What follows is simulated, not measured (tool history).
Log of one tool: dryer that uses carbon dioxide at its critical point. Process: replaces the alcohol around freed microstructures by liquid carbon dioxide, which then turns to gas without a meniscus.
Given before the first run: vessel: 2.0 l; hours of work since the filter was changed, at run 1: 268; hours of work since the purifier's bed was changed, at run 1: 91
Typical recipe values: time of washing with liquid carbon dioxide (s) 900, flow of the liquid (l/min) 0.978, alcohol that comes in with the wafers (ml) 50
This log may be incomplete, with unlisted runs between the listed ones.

run,hour,time of washing with liquid carbon dioxide (s),flow of the liquid (l/min),alcohol that comes in with the wafers (ml),hours of work since the filter was changed,hours of work since the purifier's bed was changed,alcohol left in the vessel before it's heated (ppm by volume)
1,0.0,900,0.978,50,268,91,181
2,15.4,900,0.980,50,279,102,177
3,36.3,900,0.980,50,292,116,189
4,55.8,900,0.664,50,305,128,836
5,82.6,900,0.664,50,323,146,857
6,98.3,900,0.664,50,333,157,854
7,123.8,900,0.664,50,350,174,882
8,147.7,600,1.079,20,366,189,306

What does the tool deliver on the next run?
9,167.1,600,1.079,101,379,202,?

{"run 9": {"alcohol left in the vessel before it's heated (ppm by volume)": 1345}}
On a tool with no hidden condition, and with the same random variation, this run would have come out at alcohol left in the vessel before it's heated (ppm by volume) 999.
